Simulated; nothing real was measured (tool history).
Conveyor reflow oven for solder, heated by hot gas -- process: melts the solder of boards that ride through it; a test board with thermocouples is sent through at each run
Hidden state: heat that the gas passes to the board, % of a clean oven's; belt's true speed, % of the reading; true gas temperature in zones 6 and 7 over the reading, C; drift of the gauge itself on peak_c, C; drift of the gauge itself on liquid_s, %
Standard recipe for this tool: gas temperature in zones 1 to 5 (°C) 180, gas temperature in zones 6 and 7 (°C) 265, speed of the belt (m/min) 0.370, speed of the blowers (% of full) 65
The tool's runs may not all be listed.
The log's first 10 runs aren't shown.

run	day	gas temperature in zones 1 to 5 (°C)	gas temperature in zones 6 and 7 (°C)	speed of the belt (m/min)	speed of the blowers (% of full)	hours of work since the flux was cleaned out	hours of work since the belt drive was overhauled	hours of work since the thermocouples were changed	highest temperature of the board (°C)	time above the solder's melting point (s)
11	4.729	184	265	0.370	65	192	619	501	247.5	85.9
12	5.092	184	265	0.370	84	197	625	506	251.8	92.2
13	5.821	180	265	0.370	65	208	635	517	246.3	81.6
14	6.438	180	265	0.370	65	217	644	526	246.9	81.4
15	6.788	180	265	0.370	65	222	649	531	246.4	81.2
16	7.288	178	264	0.370	65	229	657	538	245.1	78.0
17	7.738	180	265	0.410	65	236	663	545	243.0	67.1
18	8.462	167	270	0.410	56	246	674	555	240.0	55.0
# day 8.788: flux residue cleaned out of gas plates and filters
19	8.992	180	265	0.317	82	3	678	560	256.1	112.0
20	9.721	195	265	0.370	65	14	689	571	251.3	98.5
21	10.338	195	265	0.370	65	23	698	580	250.7	98.2
22	10.750	195	265	0.370	65	29	704	585	251.1	98.2
23	11.392	195	265	0.370	65	38	713	595	250.9	98.3
24	11.979	180	256	0.325	65	46	722	603	243.5	92.2
25	12.475	171	273	0.378	65	54	729	611	252.6	82.1
26	12.875	165	273	0.378	57	59	735	616	248.1	72.8
27	13.262	169	265	0.370	65	65	740	622	245.7	75.4
28	13.788	169	265	0.423	65	73	748	630	241.1	57.3
29	14.175	169	265	0.408	75	78	754	635	245.4	67.4
30	14.821	169	271	0.408	72	88	763	645	249.9	71.6

Alternative continuations, all from the tool just after run 30; predict every row:
A	15.246	191	258	0.331	72	94	769	651	?	?
B	15.246	180	265	0.391	89	94	769	651	?	?
C	15.246	194	266	0.408	72	94	769	651	?	?
D	15.246	180	273	0.408	72	94	769	651	?	?
E	15.246	184	273	0.439	65	94	769	651	?	?

run	highest temperature of the board (°C)	time above the solder's melting point (s)
A	247.3	104.7
B	251.6	84.8
C	250.2	86.9
D	253.6	81.1
E	249.3	71.7
Take away the tool's hidden state, keep each run's random variation, and the runs would have read:
run	highest temperature of the board (°C)	time above the solder's melting point (s)
A	249.4	106.0
B	254.0	86.2
C	252.4	88.1
D	255.9	82.5
E	251.6	73.3

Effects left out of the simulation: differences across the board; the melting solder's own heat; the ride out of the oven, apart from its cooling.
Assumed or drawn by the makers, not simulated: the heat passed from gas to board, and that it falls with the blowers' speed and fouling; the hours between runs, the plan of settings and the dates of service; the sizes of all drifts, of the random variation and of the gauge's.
